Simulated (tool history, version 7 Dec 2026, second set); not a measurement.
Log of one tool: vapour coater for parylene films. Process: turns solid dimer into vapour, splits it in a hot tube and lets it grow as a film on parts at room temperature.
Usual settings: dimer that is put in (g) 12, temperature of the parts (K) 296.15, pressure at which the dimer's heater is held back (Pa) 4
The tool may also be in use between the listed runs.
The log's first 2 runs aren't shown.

| run | day | dimer that is put in (g) | temperature of the parts (K) | pressure at which the dimer's heater is held back (Pa) | hours of work since the trap's valve was overhauled | hours of work since the table's thermometer was calibrated | thickness of the film (µm) |
|---|---|---|---|---|---|---|---|
| 3 | 1.346 | 12 | 296.15 | 4 | 45 | 510 | 10.54 |
| 4 | 2.212 | 12 | 296.15 | 4 | 55 | 520 | 10.49 |
| 5 | 2.992 | 12 | 296.15 | 4 | 65 | 530 | 10.73 |
| 6 | 3.717 | 12 | 296.15 | 4 | 73 | 538 | 10.5 |
| 7 | 4.742 | 12 | 296.15 | 4 | 86 | 550 | 10.61 |
| 8 | 5.329 | 12 | 296.15 | 4 | 93 | 557 | 10.6 |
| 9 | 6.117 | 12 | 296.15 | 4 | 102 | 567 | 10.58 |
| 10 | 6.604 | 12 | 296.15 | 4 | 108 | 572 | 10.54 |
| 11 | 7.242 | 12 | 296.15 | 4 | 115 | 580 | 10.41 |
| 12 | 8.012 | 12 | 296.15 | 4 | 124 | 589 | 10.33 |
| 13 | 8.446 | 12 | 296.15 | 5.62 | 130 | 594 | 10.12 |
| 14 | 9.325 | 12 | 296.15 | 4 | 140 | 605 | 10.33 |
| 15 | 10.162 | 12 | 296.15 | 4 | 150 | 615 | 10.33 |
| 16 | 10.875 | 12 | 296.15 | 8.55 | 158 | 623 | 9.46 |
| 17 | 11.838 | 12 | 296.15 | 4 | 170 | 635 | 10.41 |
| 18 | 12.354 | 12 | 296.15 | 4 | 176 | 641 | 10.32 |
| 19 | 12.829 | 12 | 304.15 | 11.86 | 182 | 647 | 6.55 |
| 20 | 13.633 | 12 | 305.15 | 3.45 | 191 | 656 | 7.25 |
| 21 | 14.154 | 12 | 305.15 | 3.45 | 197 | 662 | 7.35 |
| 22 | 14.875 | 6 | 300.15 | 2.9 | 206 | 671 | 4.49 |

Forecast run 23:
|  | 15.271 | gauge calibrated |
| 23 | 15.579 | 6 | 300.15 | 2.9 | 214 | 679 | ? |

Run 23 measured thickness of the film (µm) 4.64.
Had the tool carried no hidden state, the very same run would have given thickness of the film (µm) 4.65.
